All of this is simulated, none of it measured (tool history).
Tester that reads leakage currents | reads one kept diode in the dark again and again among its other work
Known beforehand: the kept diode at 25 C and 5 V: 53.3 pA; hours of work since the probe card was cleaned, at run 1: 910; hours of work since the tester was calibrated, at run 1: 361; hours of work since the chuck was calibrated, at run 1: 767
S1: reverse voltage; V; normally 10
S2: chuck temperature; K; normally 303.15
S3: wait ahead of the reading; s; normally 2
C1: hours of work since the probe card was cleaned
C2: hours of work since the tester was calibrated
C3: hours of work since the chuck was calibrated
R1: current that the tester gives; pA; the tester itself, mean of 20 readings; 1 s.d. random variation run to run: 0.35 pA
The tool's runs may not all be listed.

run 1 hour=0 | S1=10 S2=303.15 S3=2 | C1=910 C2=361 C3=767 | R1=134.88
run 2 hour=27.7 | S1=10 S2=303.15 S3=2 | C1=930 C2=382 C3=787 | R1=135.11
run 3 hour=50.4 | S1=9 S2=303.15 S3=2 | C1=948 C2=399 C3=805 | R1=127.45
run 4 hour=86.4 | S1=9 S2=303.15 S3=2 | C1=975 C2=426 C3=832 | R1=128.64
run 5 hour=115.2 | S1=9 S2=303.15 S3=2 | C1=996 C2=448 C3=853 | R1=129.18
run 6 hour=139.6 | S1=9 S2=303.15 S3=6.95 | C1=1015 C2=466 C3=872 | R1=128.23
run 7 hour=171.1 | S1=1.5 S2=303.15 S3=2 | C1=1038 C2=490 C3=895 | R1=49.13
run 8 hour=190.2 | S1=10 S2=303.15 S3=1.75 | C1=1053 C2=504 C3=910 | R1=139.42
run 9 hour=212 | S1=10 S2=303.15 S3=1.75 | C1=1069 C2=521 C3=926 | R1=138.54
run 10 hour=246.2 | S1=10 S2=303.15 S3=1.75 | C1=1095 C2=546 C3=952 | R1=140.03
run 11 hour=271.7 | S1=10 S2=303.15 S3=1.75 | C1=1114 C2=566 C3=971 | R1=139.54
run 12 hour=298.3 | S1=2.9 S2=303.15 S3=2 | C1=1134 C2=586 C3=991 | R1=70.34
-- hour=302.2 chuck's temperature calibrated
run 13 hour=321.6 | S1=2.9 S2=303.15 S3=2 | C1=1150 C2=602 C3=15 | R1=72.06
run 14 hour=345.1 | S1=2.9 S2=303.15 S3=2 | C1=1168 C2=619 C3=32 | R1=72.46
run 15 hour=362.8 | S1=1.3 S2=297.15 S3=2 | C1=1181 C2=633 C3=46 | R1=29.91
run 16 hour=388.2 | S1=1.6 S2=316.15 S3=1.58 | C1=1200 C2=652 C3=65 | R1=140.03
run 17 hour=415.5 | S1=2.3 S2=309.15 S3=0.67 | C1=1221 C2=672 C3=85 | R1=101.44
run 18 hour=443.3 | S1=10.3 S2=299.15 S3=2.73 | C1=1242 C2=693 C3=106 | R1=112.75
-- hour=455 chuck's temperature calibrated, once more
run 19 hour=466.3 | S1=10.3 S2=299.15 S3=2.73 | C1=1257 C2=709 C3=9 | R1=106.99
run 20 hour=499.8 | S1=15.6 S2=331.15 S3=2.73 | C1=1283 C2=734 C3=34 | R1=1214.57
run 21 hour=517.8 | S1=15.6 S2=299.15 S3=0.35 | C1=1296 C2=748 C3=47 | R1=147.39
run 22 hour=544.8 | S1=15.6 S2=299.15 S3=0.35 | C1=1316 C2=768 C3=68 | R1=147.66
run 23 hour=565.1 | S1=1.6 S2=309.15 S3=3.39 | C1=1332 C2=783 C3=83 | R1=78.79
run 24 hour=596.5 | S1=16.5 S2=303.15 S3=8.15 | C1=1355 C2=807 C3=107 | R1=187.25
run 25 hour=625.6 | S1=1 S2=303.15 S3=0.47 | C1=1377 C2=829 C3=128 | R1=39.63
run 26 hour=660.5 | S1=13.9 S2=297.15 S3=0.47 | C1=1403 C2=855 C3=155 | R1=122.65
run 27 hour=682.3 | S1=10 S2=326.15 S3=2 | C1=1420 C2=872 C3=171 | R1=696.73
run 28 hour=699.1 | S1=10 S2=326.15 S3=2 | C1=1433 C2=884 C3=184 | R1=699.14

3 ways to go on from here, each from the tool as it stands after run 28. What would each give?
run A hour=718.2 | S1=19.3 S2=303.15 S3=2 | C1=1447 C2=899 C3=198 | R1=?
run B hour=718.2 | S1=10 S2=302.15 S3=2.83 | C1=1447 C2=899 C3=198 | R1=?
run C hour=718.2 | S1=10 S2=325.15 S3=2 | C1=1447 C2=899 C3=198 | R1=?

run=A R1=211.8
run=B R1=132.92
run=C R1=651.3
The same runs, with their run-to-run variation unchanged, on a tool lacking any hidden condition would have given:
run=A R1=161.84
run=B R1=106.48
run=C R1=613.9
